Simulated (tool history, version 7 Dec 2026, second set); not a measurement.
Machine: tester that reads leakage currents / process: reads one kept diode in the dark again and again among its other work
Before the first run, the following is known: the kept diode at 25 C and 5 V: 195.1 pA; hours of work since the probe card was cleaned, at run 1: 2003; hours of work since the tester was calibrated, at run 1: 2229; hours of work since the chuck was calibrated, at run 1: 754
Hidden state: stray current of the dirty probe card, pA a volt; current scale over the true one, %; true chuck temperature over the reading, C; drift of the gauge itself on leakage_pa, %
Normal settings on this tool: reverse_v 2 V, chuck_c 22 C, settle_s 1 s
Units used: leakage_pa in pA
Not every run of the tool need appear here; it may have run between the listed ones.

run    hour  reverse_v  chuck_c  settle_s  hours of work since the probe card was cleaned  hours of work since the tester was calibrated  hours of work since the chuck was calibrated  leakage_pa
  1       0          2       22         1                                            2003                                           2229                                           754         124
  2    77.3          2       22         1                                            2039                                           2265                                           789      124.38
  3   149.7          2       22         1                                            2072                                           2298                                           822      124.74
  4   214.8          2       22         1                                            2101                                           2328                                           852      125.25
  5   294.7          2       22         1                                            2138                                           2364                                           888      125.73
  6   400.4          2       22      2.49                                            2186                                           2412                                           936      126.46
  7   490.4          2       22         1                                            2227                                           2453                                           977      126.65
  8   596.7          2       48         1                                            2276                                           2502                                          1026     1235.07
  9     663          2       48         1                                            2306                                           2532                                          1056     1243.95
 10   719.5          2       58         1                                            2332                                           2558                                          1082     2726.09
 11   795.3          2       58         1                                            2366                                           2592                                          1117     2743.36
      837.5  -- tester calibrated
 12   892.3       5.59       23      3.15                                            2410                                             25                                          1160      195.55
 13  1000.8       5.59       25      3.15                                            2459                                             75                                          1209      235.76
 14  1104.1       1.15       25      3.15                                            2506                                            122                                          1257       140.7
 15  1202.7      15.99       51      1.35                                            2551                                            167                                          1302     3000.86
 16  1297.5      15.99       51      1.35                                            2595                                            210                                          1345     3019.22
 17  1357.1       2.53       53      0.41                                            2622                                            237                                          1372     1994.39
 18  1472.9       2.53       53      0.41                                            2675                                            290                                          1425     1993.79
 19  1562.6       3.99       55      1.49                                            2716                                            331                                          1466     2701.86
 20  1665.7       3.99       55      1.49                                            2763                                            378                                          1513     2690.12
 21  1728.5      10.37       56      1.49                                            2791                                            407                                          1542     3958.82

Across each entry between runs, compare the hidden state at the last listed run before it with the hidden state at the first listed run after it:
In the gap between runs 11 and 12: tester calibrated (hour 837.5)
  stray current of the dirty probe card, pA a volt: 1.853 -> 1.885; current scale over the true one, %: 2.16 -> 0.09; true chuck temperature over the reading, C: 1.03 -> 1.06
  measured result minus the result with no hidden state, leakage_pa: +264.58 -> +28.47 pA
